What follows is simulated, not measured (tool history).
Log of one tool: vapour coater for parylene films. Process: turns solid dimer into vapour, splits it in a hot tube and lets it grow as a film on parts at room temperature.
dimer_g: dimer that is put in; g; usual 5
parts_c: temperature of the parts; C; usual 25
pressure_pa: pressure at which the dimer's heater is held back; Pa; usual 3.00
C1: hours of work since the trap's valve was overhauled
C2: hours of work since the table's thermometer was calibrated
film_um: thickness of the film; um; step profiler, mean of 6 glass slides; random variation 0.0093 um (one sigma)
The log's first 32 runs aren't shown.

{"run": 33, "hour": 2234.7, "dimer_g": 5, "parts_c": 36, "pressure_pa": 2.86, "C1": 77, "C2": 88, "film_um": 1.072}
{"run": 34, "hour": 2317.1, "dimer_g": 8, "parts_c": 21, "pressure_pa": 7.96, "C1": 118, "C2": 129, "film_um": 2.768}
{"run": 35, "hour": 2359.8, "dimer_g": 2, "parts_c": 25, "pressure_pa": 3.0, "C1": 138, "C2": 149, "film_um": 0.644}
{"run": 36, "hour": 2407.8, "dimer_g": 5, "parts_c": 27, "pressure_pa": 3.0, "C1": 162, "C2": 173, "film_um": 1.491}
{"run": 37, "hour": 2459.6, "dimer_g": 5, "parts_c": 27, "pressure_pa": 2.21, "C1": 187, "C2": 198, "film_um": 1.544}
{"run": 38, "hour": 2496.1, "dimer_g": 5, "parts_c": 26, "pressure_pa": 3.0, "C1": 205, "C2": 216, "film_um": 1.509}
{"run": 39, "hour": 2557.4, "dimer_g": 4, "parts_c": 20, "pressure_pa": 3.0, "C1": 234, "C2": 245, "film_um": 1.522}
{"run": 40, "hour": 2624.1, "dimer_g": 4, "parts_c": 20, "pressure_pa": 3.0, "C1": 267, "C2": 278, "film_um": 1.515}
{"hour": 2667.9, "done": "trap's valve overhauled"}
{"run": 41, "hour": 2672.0, "dimer_g": 4, "parts_c": 20, "pressure_pa": 3.0, "C1": 2, "C2": 299, "film_um": 1.626}
{"run": 42, "hour": 2757.2, "dimer_g": 4, "parts_c": 20, "pressure_pa": 3.0, "C1": 43, "C2": 341, "film_um": 1.615}
{"run": 43, "hour": 2795.4, "dimer_g": 4, "parts_c": 20, "pressure_pa": 3.0, "C1": 62, "C2": 359, "film_um": 1.594}
{"run": 44, "hour": 2882.4, "dimer_g": 4, "parts_c": 32, "pressure_pa": 3.0, "C1": 104, "C2": 402, "film_um": 0.99}

Forecast each of these 3 alternatives for the next run:
{"run": "A", "hour": 2965.5, "dimer_g": 2, "parts_c": 22, "pressure_pa": 4.23, "C1": 145, "C2": 442, "film_um": "?"}
{"run": "B", "hour": 2965.5, "dimer_g": 5, "parts_c": 20, "pressure_pa": 3.0, "C1": 145, "C2": 442, "film_um": "?"}
{"run": "C", "hour": 2965.5, "dimer_g": 2, "parts_c": 20, "pressure_pa": 3.33, "C1": 145, "C2": 442, "film_um": "?"}

run=A film_um=0.695
run=B film_um=1.934
run=C film_um=0.766
Without the tool's hidden state the same runs would have given:
run=A film_um=0.734
run=B film_um=2.043
run=C film_um=0.809

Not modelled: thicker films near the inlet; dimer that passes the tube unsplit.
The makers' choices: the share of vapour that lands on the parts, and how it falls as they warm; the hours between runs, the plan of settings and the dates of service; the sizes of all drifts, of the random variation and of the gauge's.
